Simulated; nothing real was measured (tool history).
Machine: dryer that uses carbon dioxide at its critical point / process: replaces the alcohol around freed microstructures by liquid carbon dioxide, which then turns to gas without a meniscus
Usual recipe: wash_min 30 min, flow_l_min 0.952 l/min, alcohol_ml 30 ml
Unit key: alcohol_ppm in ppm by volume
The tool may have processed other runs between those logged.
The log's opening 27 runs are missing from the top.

run,hour,wash_min,flow_l_min,alcohol_ml,hours of work since the filter was changed,hours of work since the purifier's bed was changed,alcohol_ppm
# hour 1087.3: inlet filter changed
28,1112.4,31,0.952,22,15,899,101
29,1140.7,28,0.823,42,32,916,254
30,1178.3,22,0.823,21,55,939,304
31,1232.6,33,1.479,45,87,972,77
32,1259.7,28,0.588,30,104,988,537
33,1300.8,23,1.347,30,128,1013,120
34,1333.2,23,1.347,30,148,1032,120
35,1375.3,23,1.026,62,173,1058,400
# hour 1422.2: purifier's bed changed
36,1431.7,20,0.669,25,205,6,736
37,1468.5,26,1.129,30,228,28,69

Predict each of these 4 candidate next runs independently; none follows another, all start after run 37:
A,1501.1,35,0.952,64,247,47,?
B,1501.1,30,1.31,84,247,47,?
C,1501.1,33,0.597,30,247,47,?
D,1501.1,19,1.152,71,247,47,?

run,alcohol_ppm
A,87
B,41
C,320
D,518
Stripped of hidden state, with their random variation kept, the same runs would have yielded:
run,alcohol_ppm
A,53
B,21
C,236
D,366
